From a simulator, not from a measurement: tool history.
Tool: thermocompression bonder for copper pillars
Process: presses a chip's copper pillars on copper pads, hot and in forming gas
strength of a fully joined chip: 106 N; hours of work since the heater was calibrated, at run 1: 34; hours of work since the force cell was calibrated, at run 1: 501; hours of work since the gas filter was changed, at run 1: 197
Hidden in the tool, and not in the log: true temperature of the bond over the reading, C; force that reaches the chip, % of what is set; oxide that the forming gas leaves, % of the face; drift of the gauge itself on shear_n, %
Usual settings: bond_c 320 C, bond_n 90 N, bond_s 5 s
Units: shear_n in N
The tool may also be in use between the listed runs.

| run | hour | bond_c | bond_n | bond_s | hours of work since the heater was calibrated | hours of work since the force cell was calibrated | hours of work since the gas filter was changed | shear_n |
|---|---|---|---|---|---|---|---|---|
| 1 | 0.0 | 320 | 90 | 5 | 34 | 501 | 197 | 62.1 |
|  | 29.5 | forming gas filter changed |
| 2 | 37.3 | 320 | 90 | 5 | 60 | 527 | 6 | 63.4 |
| 3 | 121.2 | 320 | 90 | 5 | 120 | 587 | 66 | 62.5 |
| 4 | 206.1 | 320 | 90 | 5 | 181 | 648 | 127 | 61.9 |
| 5 | 275.8 | 320 | 90 | 5 | 231 | 698 | 177 | 61.9 |
| 6 | 330.5 | 294 | 90 | 5 | 271 | 737 | 216 | 48.9 |
|  | 338.5 | forming gas filter changed |
| 7 | 372.7 | 320 | 128 | 5 | 300 | 767 | 25 | 76.3 |
| 8 | 422.2 | 334 | 90 | 5 | 336 | 803 | 60 | 68.6 |
| 9 | 509.0 | 334 | 90 | 5 | 398 | 865 | 122 | 68.6 |
| 10 | 588.2 | 320 | 56 | 5 | 455 | 922 | 179 | 44.1 |
|  | 642.6 | forming gas filter changed |
| 11 | 642.6 | 320 | 56 | 5 | 494 | 960 | 0 | 45.3 |
| 12 | 697.7 | 343 | 90 | 5 | 533 | 1000 | 40 | 72.3 |
| 13 | 782.0 | 320 | 90 | 5 | 593 | 1060 | 100 | 61.1 |
| 14 | 831.8 | 344 | 90 | 5 | 629 | 1096 | 136 | 72.2 |
| 15 | 917.8 | 320 | 119 | 5 | 691 | 1158 | 197 | 70.6 |
|  | 949.4 | forming gas filter changed |
| 16 | 986.6 | 324 | 57 | 4 | 740 | 1207 | 27 | 43.0 |
|  | 992.9 | heater calibrated with a thermocouple chip |
| 17 | 1039.1 | 293 | 57 | 10 | 33 | 1243 | 63 | 43.9 |
| 18 | 1078.3 | 296 | 69 | 7 | 61 | 1271 | 91 | 45.4 |
| 19 | 1118.0 | 320 | 65 | 6 | 90 | 1300 | 119 | 51.3 |
| 20 | 1187.8 | 305 | 65 | 12 | 140 | 1350 | 169 | 56.8 |
| 21 | 1225.6 | 305 | 65 | 12 | 167 | 1377 | 197 | 56.2 |
|  | 1261.7 | heater calibrated with a thermocouple chip, once more |
|  | 1262.2 | forming gas filter changed |
| 22 | 1273.6 | 345 | 126 | 5 | 8 | 1409 | 8 | 87.2 |
| 23 | 1316.3 | 336 | 59 | 3 | 39 | 1440 | 39 | 46.9 |
| 24 | 1360.9 | 336 | 59 | 3 | 71 | 1472 | 71 | 46.6 |
| 25 | 1449.4 | 336 | 59 | 3 | 134 | 1535 | 134 | 46.1 |
| 26 | 1523.2 | 340 | 95 | 3 | 187 | 1588 | 187 | 64.3 |
|  | 1568.3 | forming gas filter changed |
| 27 | 1582.4 | 316 | 82 | 4 | 229 | 1630 | 10 | 54.8 |
| 28 | 1670.4 | 336 | 117 | 5 | 292 | 1693 | 73 | 80.5 |
| 29 | 1708.2 | 309 | 90 | 10 | 319 | 1721 | 100 | 70.7 |
| 30 | 1796.4 | 326 | 133 | 5 | 383 | 1784 | 164 | 80.3 |

5 ways to go on from here, each from the tool as it stands after run 30. What would each give?
| A | 1834.1 | 319 | 83 | 4 | 410 | 1811 | 191 | ? |
| B | 1834.1 | 295 | 133 | 5 | 410 | 1811 | 191 | ? |
| C | 1834.1 | 326 | 133 | 5 | 410 | 1811 | 191 | ? |
| D | 1834.1 | 310 | 90 | 11 | 410 | 1811 | 191 | ? |
| E | 1834.1 | 326 | 55 | 4 | 410 | 1811 | 191 | ? |

| run | shear_n |
|---|---|
| A | 53.8 |
| B | 64.0 |
| C | 79.3 |
| D | 72.4 |
| E | 43.5 |
Without the tool's hidden state the same runs would have given:
| run | shear_n |
|---|---|
| A | 55.0 |
| B | 65.4 |
| C | 80.9 |
| D | 74.0 |
| E | 44.4 |
